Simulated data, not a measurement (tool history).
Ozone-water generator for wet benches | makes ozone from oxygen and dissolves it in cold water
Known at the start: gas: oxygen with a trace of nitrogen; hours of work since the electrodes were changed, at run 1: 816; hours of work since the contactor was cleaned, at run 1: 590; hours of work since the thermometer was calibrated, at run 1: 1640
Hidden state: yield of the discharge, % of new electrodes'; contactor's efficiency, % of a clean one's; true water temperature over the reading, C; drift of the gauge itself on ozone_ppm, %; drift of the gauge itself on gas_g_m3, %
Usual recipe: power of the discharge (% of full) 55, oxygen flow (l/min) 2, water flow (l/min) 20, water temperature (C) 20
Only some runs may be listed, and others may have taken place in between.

run,hour,power of the discharge (% of full),oxygen flow (l/min),water flow (l/min),water temperature (C),hours of work since the electrodes were changed,hours of work since the contactor was cleaned,hours of work since the thermometer was calibrated,dissolved ozone (ppm),ozone in the gas ahead of the water (g/m3)
1,0,55,2,20,20,816,590,1640,7.32,154.6
2,57,55,2,20,20,864,639,1688,7.31,154.5
3,106.2,55,2,20,20,906,680,1730,7.18,154.2
4,165.1,55,2,20,20,956,730,1780,7.27,154.2
5,202.1,55,2,20,20,987,761,1811,7.31,155.1
6,231.8,55,2,20,20,1012,786,1836,7.41,153.8
7,261.3,55,2,20,20,1037,811,1861,7.34,154.1
8,295.2,55,2,20,20,1066,840,1889,7.32,155.3
9,338.3,55,2,20,20,1102,876,1926,7.23,154.4
10,391.2,55,2,20,20,1147,921,1970,7.17,154.3
11,456.7,55,2,20,20,1202,976,2026,7.16,154
12,519.5,55,2,20,20,1255,1029,2079,7.2,153.5
13,582.9,93,1.51,12,18,1308,1082,2132,17.84,272.6
14,637.6,63,1.71,20,17,1355,1129,2178,7.92,186.9
15,668.2,79,2.81,20,20,1380,1155,2204,9.81,166
16,703.3,65,2,15,28,1410,1184,2234,10.09,174.7
17,730.4,47,2,15,28,1433,1207,2257,7.85,134.8
18,792.2,45,2,31,28,1485,1259,2309,3.43,130.7
19,824.5,55,1.41,20,18,1512,1286,2336,6.76,188.4
20,889.7,46,2,20,20,1567,1342,2391,6.1,132.8
21,922.8,62,2,20,20,1595,1369,2419,7.77,166.9
22,962.8,47,2,20,20,1629,1403,2453,6.35,134.6
23,997,47,2,20,20,1658,1432,2482,6.33,135.2
24,1042,55,2,20,28,1696,1470,2520,6.67,153.2

Predict each of these 3 candidate next runs independently; none follows another, all start after run 24:
A,1080.1,55,1.87,20,28,1728,1502,2552,?,?
B,1080.1,62,1.49,20,24,1728,1502,2552,?,?
C,1080.1,55,2,14,20,1728,1502,2552,?,?

run,dissolved ozone (ppm),ozone in the gas ahead of the water (g/m3)
A,6.48,158.7
B,7.1,200.5
C,10.21,151.5
What these runs would have given with no unlogged condition in the tool:
run,dissolved ozone (ppm),ozone in the gas ahead of the water (g/m3)
A,6.99,163.6
B,7.68,207.3
C,10.94,156.1
